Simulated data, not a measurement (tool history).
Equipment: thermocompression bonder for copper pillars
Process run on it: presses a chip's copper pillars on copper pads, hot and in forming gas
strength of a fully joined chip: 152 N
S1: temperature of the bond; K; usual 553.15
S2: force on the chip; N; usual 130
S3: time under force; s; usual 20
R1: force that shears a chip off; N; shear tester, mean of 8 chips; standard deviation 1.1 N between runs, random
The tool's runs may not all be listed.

run,day,S1,S2,S3,R1
1,0,553.15,130,20,99.6
2,1.442,553.15,130,20,101
3,3.967,553.15,130,20,98.3
4,6.312,553.15,130,20,97.6
5,8.271,553.15,130,20,94.1
6,9.746,553.15,130,20,93.6
# day 11.121: forming gas filter changed
7,11.388,553.15,130,20,103
8,13.375,553.15,130,20,102.1
9,14.888,553.15,130,20,100.4
10,16.467,553.15,130,20,98.4
11,17.808,553.15,130,20,99.2
12,20.217,553.15,130,20,97
# day 20.821: heater calibrated with a thermocouple chip
13,22.9,553.15,130,32,117.5
14,25.154,553.15,130,32,116.1
15,26.812,553.15,130,32,114.5
# day 28.9: forming gas filter changed
16,29.175,553.15,130,38,128.5
17,30.479,537.15,130,20,97.8
18,31.929,537.15,130,20,97.6
19,33.838,537.15,130,20,95.9
20,36.121,532.15,105,29,91
21,38.538,553.15,111,20,100.7
22,40.633,553.15,111,20,100.4
23,42.638,557.15,130,24,112.4
24,44.9,546.15,165,24,107.4
25,46.142,546.15,165,24,107.7
# day 46.575: forming gas filter changed
26,48.021,576.15,96,21,122.7
27,49.488,576.15,87,32,127.1
28,51.583,576.15,94,36,130.3
29,53.517,573.15,97,20,113.5
30,55.504,573.15,178,14,123
31,56.812,578.15,174,35,136.6
32,58.95,553.15,141,20,106.7
33,60.342,523.15,117,11,57.8
34,62.712,523.15,117,11,57.4
35,64.204,523.15,117,11,56.4
# day 64.433: forming gas filter changed
36,66.908,534.15,85,37,92.5
37,68.342,558.15,101,37,122.1
38,70.612,553.15,130,18,104.4

Pick out some run-to-run changes in R1. Of each, how much would a tool without hidden state show as well, from the settings, what came in and chance, and how much is left for the hidden state and any gauge scatter not in both results compared?
The hidden state here: true temperature of the bond over the reading, C; force that reaches the chip, % of what is set; oxide that the forming gas leaves, % of the face; drift of the gauge itself on shear_n, %.
Run 6 -> 7: forming gas filter changed. R1 +9.4 N: hidden state +9.9, all else -0.5.
Run 15 -> 16: S3 32 -> 38, forming gas filter changed. R1 +14 N: hidden state +11.2, all else +2.8.
Run 16 -> 17: S1 553.15 -> 537.15, S3 38 -> 20. R1 -30.7 N: hidden state -0.7, all else -30.
Run 25 -> 26: S1 546.15 -> 576.15, S2 165 -> 96, S3 24 -> 21, forming gas filter changed. R1 +15 N: hidden state +11.2, all else +3.8.
Run 32 -> 33: S1 553.15 -> 523.15, S2 141 -> 117, S3 20 -> 11. R1 -48.9 N: hidden state +3.1, all else -52.
Run 35 -> 36: S1 523.15 -> 534.15, S2 117 -> 85, S3 11 -> 37, forming gas filter changed. R1 +36.1 N: hidden state +4.6, all else +31.5.

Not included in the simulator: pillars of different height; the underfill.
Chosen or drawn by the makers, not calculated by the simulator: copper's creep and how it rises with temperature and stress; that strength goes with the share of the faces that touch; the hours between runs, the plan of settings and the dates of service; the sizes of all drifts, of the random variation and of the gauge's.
